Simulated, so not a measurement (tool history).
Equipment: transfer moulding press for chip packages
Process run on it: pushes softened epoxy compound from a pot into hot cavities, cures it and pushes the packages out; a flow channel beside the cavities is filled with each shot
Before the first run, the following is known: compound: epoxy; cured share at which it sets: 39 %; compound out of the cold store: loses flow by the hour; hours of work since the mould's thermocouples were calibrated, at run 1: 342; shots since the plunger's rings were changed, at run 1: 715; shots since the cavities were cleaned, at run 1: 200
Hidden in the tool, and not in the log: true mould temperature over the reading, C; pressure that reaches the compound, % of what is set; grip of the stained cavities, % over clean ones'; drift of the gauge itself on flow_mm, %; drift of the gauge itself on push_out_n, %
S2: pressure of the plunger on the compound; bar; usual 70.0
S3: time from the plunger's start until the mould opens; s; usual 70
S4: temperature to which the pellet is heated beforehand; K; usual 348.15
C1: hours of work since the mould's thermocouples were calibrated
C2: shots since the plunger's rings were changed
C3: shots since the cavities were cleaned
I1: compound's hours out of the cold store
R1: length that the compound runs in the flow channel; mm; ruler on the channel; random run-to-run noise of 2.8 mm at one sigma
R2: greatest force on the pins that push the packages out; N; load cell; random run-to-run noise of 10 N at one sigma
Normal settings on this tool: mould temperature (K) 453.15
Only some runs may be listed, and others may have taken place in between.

Run 1, hour 0.0: usual settings; C1 342; C2 715; C3 200; I1 45.2. Result: R1 864 mm, R2 600 N.
At hour 14.3: cavities cleaned with cleaning compound and waxed.
Run 2, hour 20.0: usual settings; C1 356; C2 1026; C3 96; I1 23.0. Result: R1 934 mm, R2 562 N.
At hour 41.6: cavities cleaned with cleaning compound and waxed.
Run 3, hour 43.6: usual settings; C1 374; C2 1398; C3 34; I1 24.8. Result: R1 925 mm, R2 476 N.
At hour 68.2: cavities cleaned with cleaning compound and waxed.
Run 4, hour 73.2: usual settings; C1 396; C2 1871; C3 84; I1 20.4. Result: R1 936 mm, R2 567 N.
Run 5, hour 91.6: usual settings; C1 410; C2 2180; C3 393; I1 8.6. Result: R1 978 mm, R2 763 N.
At hour 96.0: cavities cleaned with cleaning compound and waxed.
At hour 123.8: cavities cleaned with cleaning compound and waxed.
Run 6, hour 126.1: usual settings but S4 339.15 K; C1 435; C2 2709; C3 38; I1 20.9. Result: R1 921 mm, R2 517 N.
Run 7, hour 146.3: usual settings but S4 339.15 K; C1 451; C2 3049; C3 378; I1 47.2. Result: R1 828 mm, R2 727 N.
At hour 150.7: cavities cleaned with cleaning compound and waxed.
At hour 174.1: plunger's sealing rings changed.
Run 8, hour 174.5: usual settings but S4 339.15 K; C1 470; C2 7; C3 359; I1 25.4. Result: R1 941 mm, R2 701 N.
At hour 180.6: cavities cleaned with cleaning compound and waxed.
Run 9, hour 201.7: usual settings but S4 339.15 K; C1 490; C2 439; C3 356; I1 37.0. Result: R1 889 mm, R2 708 N.
At hour 206.8: cavities cleaned with cleaning compound and waxed.
Run 10, hour 216.8: usual settings but S4 339.15 K; C1 501; C2 668; C3 169; I1 26.9. Result: R1 928 mm, R2 617 N.
At hour 234.9: cavities cleaned with cleaning compound and waxed.
Run 11, hour 239.5: usual settings but S4 339.15 K; C1 518; C2 1024; C3 77; I1 9.0. Result: R1 990 mm, R2 549 N.
At hour 262.5: cavities cleaned with cleaning compound and waxed.
Run 12, hour 271.5: usual settings; C1 542; C2 1538; C3 152; I1 37.5. Result: R1 879 mm, R2 592 N.
At hour 289.8: cavities cleaned with cleaning compound and waxed.
Run 13, hour 289.8: usual settings but S4 344.15 K; C1 555; C2 1820; C3 0; I1 33.8. Result: R1 885 mm, R2 467 N.
At hour 315.9: cavities cleaned with cleaning compound and waxed.
Run 14, hour 317.6: usual settings but mould temperature (K) 455.15, S2 84.3 bar; C1 576; C2 2261; C3 28; I1 38.1. Result: R1 948 mm, R2 477 N.
At hour 329.0: mould's thermocouples calibrated.
At hour 344.6: cavities cleaned with cleaning compound and waxed.
Run 15, hour 344.9: usual settings but mould temperature (K) 447.15, S2 84.3 bar, S3 69 s, S4 355.15 K; C1 11; C2 2661; C3 5; I1 29.1. Result: R1 994 mm, R2 719 N.
Run 16, hour 366.6: usual settings but mould temperature (K) 447.15, S2 84.3 bar, S3 69 s, S4 347.15 K; C1 28; C2 3028; C3 372; I1 20.9. Result: R1 1012 mm, R2 1059 N.
At hour 373.5: cavities cleaned with cleaning compound and waxed.
Run 17, hour 389.4: usual settings but mould temperature (K) 447.15, S2 84.3 bar, S3 69 s, S4 347.15 K; C1 45; C2 3385; C3 267; I1 45.6. Result: R1 924 mm, R2 921 N.
At hour 397.1: plunger's sealing rings changed.
At hour 402.2: cavities cleaned with cleaning compound and waxed.
Run 18, hour 412.7: usual settings but mould temperature (K) 455.15, S2 84.3 bar, S3 69 s, S4 354.15 K; C1 60; C2 238; C3 177; I1 17.4. Result: R1 1049 mm, R2 611 N.
At hour 430.2: cavities cleaned with cleaning compound and waxed.
Run 19, hour 438.9: usual settings but mould temperature (K) 455.15, S2 84.3 bar, S3 69 s, S4 354.15 K; C1 80; C2 653; C3 146; I1 44.3. Result: R1 943 mm, R2 544 N.
At hour 458.6: cavities cleaned with cleaning compound and waxed.
Run 20, hour 459.9: usual settings but mould temperature (K) 458.15, S2 55.4 bar, S3 73 s, S4 350.15 K; C1 95; C2 981; C3 22; I1 28.3. Result: R1 808 mm, R2 429 N.
Run 21, hour 475.4: usual settings but S2 52.3 bar, S3 58 s, S4 342.15 K; C1 107; C2 1242; C3 283; I1 16.7. Result: R1 823 mm, R2 1094 N.
At hour 485.2: cavities cleaned with cleaning compound and waxed.
Run 22, hour 499.3: usual settings but mould temperature (K) 452.15, S2 52.3 bar, S3 51 s, S4 342.15 K; C1 125; C2 1618; C3 237; I1 37.5. Result: R1 759 mm, R2 1497 N.
At hour 512.9: cavities cleaned with cleaning compound and waxed.
Run 23, hour 531.5: usual settings but mould temperature (K) 449.15, S2 78.9 bar, S3 69 s, S4 345.15 K; C1 149; C2 2135; C3 313; I1 16.1. Result: R1 1012 mm, R2 897 N.
At hour 539.4: cavities cleaned with cleaning compound and waxed.
Run 24, hour 562.9: usual settings but mould temperature (K) 449.15, S2 78.9 bar, S3 69 s, S4 345.15 K; C1 173; C2 2637; C3 394; I1 45.3. Result: R1 901 mm, R2 914 N.
At hour 566.4: cavities cleaned with cleaning compound and waxed.
At hour 594.4: cavities cleaned with cleaning compound and waxed.
Run 25, hour 596.5: usual settings but mould temperature (K) 449.15, S2 64.6 bar, S3 80 s; C1 197; C2 3152; C3 35; I1 30.5. Result: R1 851 mm, R2 501 N.
At hour 616.0: plunger's sealing rings changed.
At hour 623.5: cavities cleaned with cleaning compound and waxed.
Run 26, hour 630.5: usual settings but mould temperature (K) 456.15; C1 220; C2 219; C3 118; I1 26.3. Result: R1 924 mm, R2 537 N.

Results for each run, recomputed without the tool's hidden state and with each run's random variation untouched:
run    R1    R2
  1   874   477
  2   949   495
  3   945   459
  4   963   495
  5  1010   505
  6   960   495
  7   867   484
  8   943   481
  9   896   491
 10   939   503
 11  1008   504
 12   900   492
 13   911   483
 14   982   454
 15  1034   698
 16  1058   692
 17   971   655
 18  1055   476
 19   954   450
 20   821   412
 21   840   794
 22   779  1098
 23  1046   630
 24   938   590
 25   892   480
 26   927   451

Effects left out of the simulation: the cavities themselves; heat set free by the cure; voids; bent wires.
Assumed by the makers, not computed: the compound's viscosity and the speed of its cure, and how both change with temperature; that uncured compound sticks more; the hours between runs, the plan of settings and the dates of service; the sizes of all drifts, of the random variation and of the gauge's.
